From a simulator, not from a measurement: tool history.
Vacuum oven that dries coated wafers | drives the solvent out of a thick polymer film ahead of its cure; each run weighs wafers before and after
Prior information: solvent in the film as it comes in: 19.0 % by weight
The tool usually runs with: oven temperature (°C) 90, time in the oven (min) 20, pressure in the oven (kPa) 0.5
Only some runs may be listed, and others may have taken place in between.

{"run": 1, "hour": 0.0, "oven temperature (°C)": 90, "time in the oven (min)": 20, "pressure in the oven (kPa)": 0.5, "solvent left in the film (%)": 1.07}
{"run": 2, "hour": 40.0, "oven temperature (°C)": 104, "time in the oven (min)": 20, "pressure in the oven (kPa)": 0.5, "solvent left in the film (%)": 0.27}
{"run": 3, "hour": 80.8, "oven temperature (°C)": 90, "time in the oven (min)": 20, "pressure in the oven (kPa)": 0.5, "solvent left in the film (%)": 1.11}
{"run": 4, "hour": 132.1, "oven temperature (°C)": 90, "time in the oven (min)": 20, "pressure in the oven (kPa)": 0.5, "solvent left in the film (%)": 1.14}
{"run": 5, "hour": 178.1, "oven temperature (°C)": 90, "time in the oven (min)": 20, "pressure in the oven (kPa)": 0.5, "solvent left in the film (%)": 1.16}
{"run": 6, "hour": 203.0, "oven temperature (°C)": 90, "time in the oven (min)": 20, "pressure in the oven (kPa)": 1.805, "solvent left in the film (%)": 1.73}
{"run": 7, "hour": 255.6, "oven temperature (°C)": 90, "time in the oven (min)": 28, "pressure in the oven (kPa)": 0.5, "solvent left in the film (%)": 0.62}
{"run": 8, "hour": 279.4, "oven temperature (°C)": 90, "time in the oven (min)": 20, "pressure in the oven (kPa)": 0.5, "solvent left in the film (%)": 1.12}
{"hour": 309.6, "done": "oven's thermocouples calibrated"}
{"run": 9, "hour": 314.7, "oven temperature (°C)": 91, "time in the oven (min)": 20, "pressure in the oven (kPa)": 0.5, "solvent left in the film (%)": 0.99}
{"run": 10, "hour": 337.1, "oven temperature (°C)": 91, "time in the oven (min)": 20, "pressure in the oven (kPa)": 0.5, "solvent left in the film (%)": 0.88}
{"run": 11, "hour": 363.3, "oven temperature (°C)": 91, "time in the oven (min)": 20, "pressure in the oven (kPa)": 0.5, "solvent left in the film (%)": 0.9}
{"run": 12, "hour": 385.1, "oven temperature (°C)": 91, "time in the oven (min)": 20, "pressure in the oven (kPa)": 0.5, "solvent left in the film (%)": 0.92}
{"run": 13, "hour": 437.5, "oven temperature (°C)": 91, "time in the oven (min)": 20, "pressure in the oven (kPa)": 0.5, "solvent left in the film (%)": 0.92}
{"run": 14, "hour": 470.5, "oven temperature (°C)": 86, "time in the oven (min)": 20, "pressure in the oven (kPa)": 0.513, "solvent left in the film (%)": 1.67}
{"run": 15, "hour": 507.0, "oven temperature (°C)": 90, "time in the oven (min)": 32, "pressure in the oven (kPa)": 0.281, "solvent left in the film (%)": 0.21}
{"run": 16, "hour": 538.6, "oven temperature (°C)": 90, "time in the oven (min)": 32, "pressure in the oven (kPa)": 0.281, "solvent left in the film (%)": 0.36}
{"run": 17, "hour": 587.8, "oven temperature (°C)": 86, "time in the oven (min)": 36, "pressure in the oven (kPa)": 1.234, "solvent left in the film (%)": 0.97}
{"run": 18, "hour": 636.5, "oven temperature (°C)": 86, "time in the oven (min)": 16, "pressure in the oven (kPa)": 1.301, "solvent left in the film (%)": 2.79}
{"run": 19, "hour": 672.4, "oven temperature (°C)": 92, "time in the oven (min)": 24, "pressure in the oven (kPa)": 0.28, "solvent left in the film (%)": 0.57}
{"run": 20, "hour": 700.0, "oven temperature (°C)": 96, "time in the oven (min)": 11, "pressure in the oven (kPa)": 0.874, "solvent left in the film (%)": 2.12}
{"run": 21, "hour": 735.2, "oven temperature (°C)": 96, "time in the oven (min)": 12, "pressure in the oven (kPa)": 0.874, "solvent left in the film (%)": 1.9}

4 ways to go on from here, each from the tool as it stands after run 21. What would each give?
{"run": "A", "hour": 771.3, "oven temperature (°C)": 93, "time in the oven (min)": 27, "pressure in the oven (kPa)": 0.91, "solvent left in the film (%)": "?"}
{"run": "B", "hour": 771.3, "oven temperature (°C)": 79, "time in the oven (min)": 14, "pressure in the oven (kPa)": 0.403, "solvent left in the film (%)": "?"}
{"run": "C", "hour": 771.3, "oven temperature (°C)": 90, "time in the oven (min)": 20, "pressure in the oven (kPa)": 0.453, "solvent left in the film (%)": "?"}
{"run": "D", "hour": 771.3, "oven temperature (°C)": 83, "time in the oven (min)": 20, "pressure in the oven (kPa)": 0.5, "solvent left in the film (%)": "?"}

run=A solvent_left_in_the_film_(%)=0.69
run=B solvent_left_in_the_film_(%)=4.73
run=C solvent_left_in_the_film_(%)=0.97
run=D solvent_left_in_the_film_(%)=2.08
What these runs would have given with no unlogged condition in the tool:
run=A solvent_left_in_the_film_(%)=0.59
run=B solvent_left_in_the_film_(%)=4.55
run=C solvent_left_in_the_film_(%)=0.85
run=D solvent_left_in_the_film_(%)=1.92
